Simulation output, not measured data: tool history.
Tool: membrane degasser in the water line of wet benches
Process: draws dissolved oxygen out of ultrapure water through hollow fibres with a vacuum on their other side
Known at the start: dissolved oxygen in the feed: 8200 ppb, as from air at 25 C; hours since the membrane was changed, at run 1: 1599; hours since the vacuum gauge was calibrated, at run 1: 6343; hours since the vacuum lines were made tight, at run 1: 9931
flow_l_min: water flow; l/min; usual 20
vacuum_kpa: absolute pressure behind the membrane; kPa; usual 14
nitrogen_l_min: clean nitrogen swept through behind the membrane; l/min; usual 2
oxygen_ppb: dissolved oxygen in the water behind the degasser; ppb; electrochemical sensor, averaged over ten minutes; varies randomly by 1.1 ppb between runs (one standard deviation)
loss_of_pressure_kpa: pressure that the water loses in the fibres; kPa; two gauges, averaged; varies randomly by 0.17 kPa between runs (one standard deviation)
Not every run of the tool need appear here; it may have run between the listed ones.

| run | hour | flow_l_min | vacuum_kpa | nitrogen_l_min | hours since the membrane was changed | hours since the vacuum gauge was calibrated | hours since the vacuum lines were made tight | oxygen_ppb | loss_of_pressure_kpa |
|---|---|---|---|---|---|---|---|---|---|
| 1 | 0 | 20 | 14 | 2 | 1599 | 6343 | 9931 | 326.8 | 65.6 |
| 2 | 42.7 | 20 | 14 | 1.46 | 1642 | 6386 | 9974 | 407.3 | 65.9 |
| 3 | 73.9 | 20 | 14 | 1.46 | 1673 | 6417 | 10005 | 408.9 | 65.47 |
| 4 | 101.8 | 20 | 14 | 1.46 | 1701 | 6445 | 10033 | 408.2 | 65.65 |
| 5 | 131.8 | 20 | 14 | 1.46 | 1731 | 6475 | 10063 | 408.1 | 65.69 |
| 6 | 177.4 | 20 | 14 | 1.46 | 1777 | 6521 | 10109 | 408.1 | 65.53 |
| 7 | 222.4 | 20 | 14 | 0.89 | 1822 | 6566 | 10154 | 584.4 | 65.6 |
| 8 | 262.1 | 20 | 28.6 | 2 | 1861 | 6605 | 10193 | 635.7 | 65.82 |
| 9 | 300.5 | 20 | 28.6 | 2 | 1900 | 6644 | 10232 | 634.2 | 65.98 |
| 10 | 339.5 | 20 | 28.6 | 1.13 | 1939 | 6683 | 10271 | 979.3 | 65.56 |
| 11 | 379.5 | 20 | 14 | 2 | 1979 | 6723 | 10311 | 329.7 | 65.77 |
| 12 | 399.3 | 20 | 14 | 2 | 1999 | 6742 | 10331 | 330.5 | 65.76 |
| 13 | 418 | 25 | 31 | 1.16 | 2017 | 6761 | 10349 | 1248.2 | 82.26 |
| 14 | 450.3 | 30 | 31 | 4.05 | 2050 | 6793 | 10382 | 610.6 | 98.71 |
| 15 | 493 | 29 | 31 | 0.92 | 2092 | 6836 | 10424 | 1644.8 | 94.97 |
| 16 | 538.5 | 20 | 23.2 | 1.35 | 2138 | 6882 | 10470 | 706.7 | 65.27 |
| 17 | 565.1 | 20 | 19.5 | 1.18 | 2164 | 6908 | 10496 | 662 | 65.67 |
| 18 | 595.6 | 28 | 9 | 1.18 | 2195 | 6939 | 10527 | 430.2 | 92.17 |
| 19 | 638.6 | 14 | 23.5 | 2.15 | 2238 | 6982 | 10570 | 348.4 | 45.91 |
| 20 | 667.8 | 16 | 23.5 | 1.14 | 2267 | 7011 | 10599 | 665.1 | 52.42 |
| 21 | 708.2 | 16 | 23.5 | 1.14 | 2307 | 7051 | 10640 | 664.9 | 52.27 |
| 22 | 746 | 16 | 23.5 | 1.14 | 2345 | 7089 | 10677 | 661.8 | 52.6 |
| 23 | 773.8 | 16 | 23.5 | 1.14 | 2373 | 7117 | 10705 | 662.5 | 52.19 |
| 24 | 805.8 | 22 | 30.2 | 2.9 | 2405 | 7149 | 10737 | 554.5 | 72.61 |

Forecast each of these 3 alternatives for the next run:
| A | 826.5 | 14 | 14.6 | 5.91 | 2426 | 7170 | 10758 | ? | ? |
| B | 826.5 | 23 | 14.6 | 2.9 | 2426 | 7170 | 10758 | ? | ? |
| C | 826.5 | 20 | 14 | 0.98 | 2426 | 7170 | 10758 | ? | ? |

| run | oxygen_ppb | loss_of_pressure_kpa |
|---|---|---|
| A | 109 | 45.87 |
| B | 312.4 | 75.46 |
| C | 543.4 | 65.71 |
Had the tool no hidden state, the same runs would have come out as:
| run | oxygen_ppb | loss_of_pressure_kpa |
|---|---|---|
| A | 109 | 45.86 |
| B | 312.3 | 75.45 |
| C | 543.2 | 65.71 |
